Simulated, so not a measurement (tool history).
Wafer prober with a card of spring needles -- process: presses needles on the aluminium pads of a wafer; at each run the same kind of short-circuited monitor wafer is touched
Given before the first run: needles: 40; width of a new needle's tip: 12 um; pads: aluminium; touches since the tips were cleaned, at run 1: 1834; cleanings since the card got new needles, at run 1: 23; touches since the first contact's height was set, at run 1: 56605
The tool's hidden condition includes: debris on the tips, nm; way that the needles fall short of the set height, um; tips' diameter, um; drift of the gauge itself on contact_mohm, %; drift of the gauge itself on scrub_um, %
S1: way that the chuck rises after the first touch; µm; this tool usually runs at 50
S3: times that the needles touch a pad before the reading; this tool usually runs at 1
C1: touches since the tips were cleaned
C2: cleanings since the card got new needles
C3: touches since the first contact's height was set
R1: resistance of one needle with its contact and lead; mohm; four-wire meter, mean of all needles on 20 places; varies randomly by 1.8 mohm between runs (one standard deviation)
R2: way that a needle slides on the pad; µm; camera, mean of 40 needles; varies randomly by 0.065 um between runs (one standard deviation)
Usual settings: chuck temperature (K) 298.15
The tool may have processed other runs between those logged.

Run 1, day 0: usual settings; C1 1834; C2 23; C3 56605. Result: R1 262 mohm, R2 13.74 µm.
At day 0.575: tips cleaned on abrasive film.
At day 1.296: tips cleaned on abrasive film.
Run 2, day 1.825: usual settings; C1 7252; C2 25; C3 81532. Result: R1 344 mohm, R2 13.69 µm.
At day 1.958: tips cleaned on abrasive film.
At day 2.7: tips cleaned on abrasive film.
At day 3.446: tips cleaned on abrasive film.
Run 3, day 3.638: usual settings; C1 2644; C2 28; C3 106249. Result: R1 274 mohm, R2 13.45 µm.
At day 4.083: tips cleaned on abrasive film.
At day 4.804: tips cleaned on abrasive film.
Run 4, day 4.9: usual settings but S3 2; C1 1314; C2 30; C3 123484. Result: R1 220 mohm, R2 13.6 µm.
At day 5.438: tips cleaned on abrasive film.
At day 6.162: tips cleaned on abrasive film.
At day 6.888: tips cleaned on abrasive film.
At day 7.625: tips cleaned on abrasive film.
Run 5, day 7.875: usual settings but S3 2; C1 3411; C2 34; C3 164043. Result: R1 253 mohm, R2 13.39 µm.
At day 8.321: tips cleaned on abrasive film.
At day 8.483: height of the first contact set anew.
At day 9.075: tips cleaned on abrasive film.
At day 9.671: tips cleaned on abrasive film.
At day 10.404: tips cleaned on abrasive film.
Run 6, day 10.754: usual settings but S3 2; C1 4817; C2 38; C3 31047. Result: R1 259 mohm, R2 13.75 µm.
At day 11.033: tips cleaned on abrasive film.
At day 11.775: tips cleaned on abrasive film.
At day 12.496: tips cleaned on abrasive film.
Run 7, day 12.496: usual settings but chuck temperature (K) 306.15, S3 2; C1 0; C2 41; C3 54729. Result: R1 195 mohm, R2 13.73 µm.
At day 13.217: tips cleaned on abrasive film.
At day 13.954: tips cleaned on abrasive film.
At day 14.696: tips cleaned on abrasive film.
Run 8, day 14.825: usual settings but chuck temperature (K) 306.15, S3 2; C1 1746; C2 44; C3 86547. Result: R1 219 mohm, R2 13.59 µm.
At day 15.421: tips cleaned on abrasive film.
At day 16.158: tips cleaned on abrasive film.
At day 16.9: tips cleaned on abrasive film.
At day 17.642: tips cleaned on abrasive film.
Run 9, day 17.642: usual settings but chuck temperature (K) 301.15; C1 0; C2 48; C3 124992. Result: R1 201 mohm, R2 13.37 µm.
At day 18.388: tips cleaned on abrasive film.
At day 19.125: tips cleaned on abrasive film.
At day 19.85: tips cleaned on abrasive film.
Run 10, day 19.879: usual settings but chuck temperature (K) 301.15; C1 424; C2 51; C3 155517. Result: R1 220 mohm, R2 13.39 µm.
At day 20.462: tips cleaned on abrasive film.
At day 21.058: height of the first contact set anew.
At day 21.208: tips cleaned on abrasive film.
At day 21.888: tips cleaned on abrasive film.
At day 22.629: tips cleaned on abrasive film.
Run 11, day 22.717: usual settings but chuck temperature (K) 301.15; C1 1211; C2 55; C3 22611. Result: R1 237 mohm, R2 13.87 µm.
At day 23.312: tips cleaned on abrasive film.
At day 24.054: tips cleaned on abrasive film.
Run 12, day 24.433: usual settings but chuck temperature (K) 301.15; C1 5228; C2 57; C3 46052. Result: R1 332 mohm, R2 13.68 µm.
At day 24.733: tips cleaned on abrasive film.
At day 25.429: tips cleaned on abrasive film.
At day 26.025: tips cleaned on abrasive film.
At day 26.767: tips cleaned on abrasive film.
Run 13, day 27.117: usual settings but chuck temperature (K) 301.15; C1 4822; C2 61; C3 82660. Result: R1 325 mohm, R2 13.6 µm.
At day 27.417: tips cleaned on abrasive film.
At day 28.117: tips cleaned on abrasive film.
At day 28.858: tips cleaned on abrasive film.
Run 14, day 29.358: usual settings; C1 6856; C2 64; C3 113252. Result: R1 368 mohm, R2 13.55 µm.

Forecast run 15:
At day 29.512: tips cleaned on abrasive film.
At day 30.229: tips cleaned on abrasive film.
At day 30.942: tips cleaned on abrasive film.
Run 15, day 31.471: usual settings; C1 7277; C2 67; C3 142085. Result: R1 ?, R2 ?.

{"run 15": {"R1": 371, "R2": 13.41}}
With no hidden state in the tool, this same run would have given R1 185 mohm, R2 13.84 µm.

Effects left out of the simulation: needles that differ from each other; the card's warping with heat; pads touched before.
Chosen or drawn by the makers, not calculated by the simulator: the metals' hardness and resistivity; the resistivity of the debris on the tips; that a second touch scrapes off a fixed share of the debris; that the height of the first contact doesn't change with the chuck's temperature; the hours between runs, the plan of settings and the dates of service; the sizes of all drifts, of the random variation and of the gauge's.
